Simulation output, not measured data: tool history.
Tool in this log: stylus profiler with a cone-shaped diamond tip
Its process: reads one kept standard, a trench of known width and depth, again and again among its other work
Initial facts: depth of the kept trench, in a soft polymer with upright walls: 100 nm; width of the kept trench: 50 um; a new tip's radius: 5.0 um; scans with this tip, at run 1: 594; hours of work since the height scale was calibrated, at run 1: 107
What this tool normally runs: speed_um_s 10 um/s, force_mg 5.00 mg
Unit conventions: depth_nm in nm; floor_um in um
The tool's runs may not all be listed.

run,hour,speed_um_s,force_mg,scans with this tip,hours of work since the height scale was calibrated,depth_nm,floor_um
1,0.0,10,5.00,594,107,100.98,47.96
2,68.0,10,8.66,835,151,101.37,47.89
3,127.3,10,5.00,1044,189,100.94,47.93
4,199.5,10,1.68,1299,235,100.44,47.90
5,238.4,10,10.92,1437,260,101.62,47.98
6,308.6,10,5.00,1685,304,100.95,47.88
7,369.5,10,5.00,1900,343,100.97,47.91
8,409.4,10,5.00,2041,369,100.86,47.86
9,443.5,4,5.28,2161,391,100.94,47.90
10,505.9,25,1.83,2382,430,100.39,47.78
11,573.8,25,1.83,2622,474,100.36,47.73
12,631.3,25,1.83,2825,510,100.34,47.72
13,692.9,25,1.83,3042,550,100.32,47.76
14,739.7,27,1.83,3208,580,100.36,47.71
15,778.9,10,2.59,3346,605,100.52,47.74

What would each run have given without the hidden state, its run-to-run variation left as it was?
What the log doesn't record here: radius of the tip, um; height scale over the true one, %; drift of the gauge itself on depth_nm, %; drift of the gauge itself on floor_um, %.
run,depth_nm,floor_um
1,100.97,47.99
2,101.38,47.92
3,100.97,47.98
4,100.48,47.96
5,101.66,48.05
6,101.02,47.96
7,101.05,48.00
8,100.94,47.96
9,101.03,48.01
10,100.50,47.90
11,100.48,47.86
12,100.47,47.87
13,100.46,47.91
14,100.51,47.88
15,100.69,47.92

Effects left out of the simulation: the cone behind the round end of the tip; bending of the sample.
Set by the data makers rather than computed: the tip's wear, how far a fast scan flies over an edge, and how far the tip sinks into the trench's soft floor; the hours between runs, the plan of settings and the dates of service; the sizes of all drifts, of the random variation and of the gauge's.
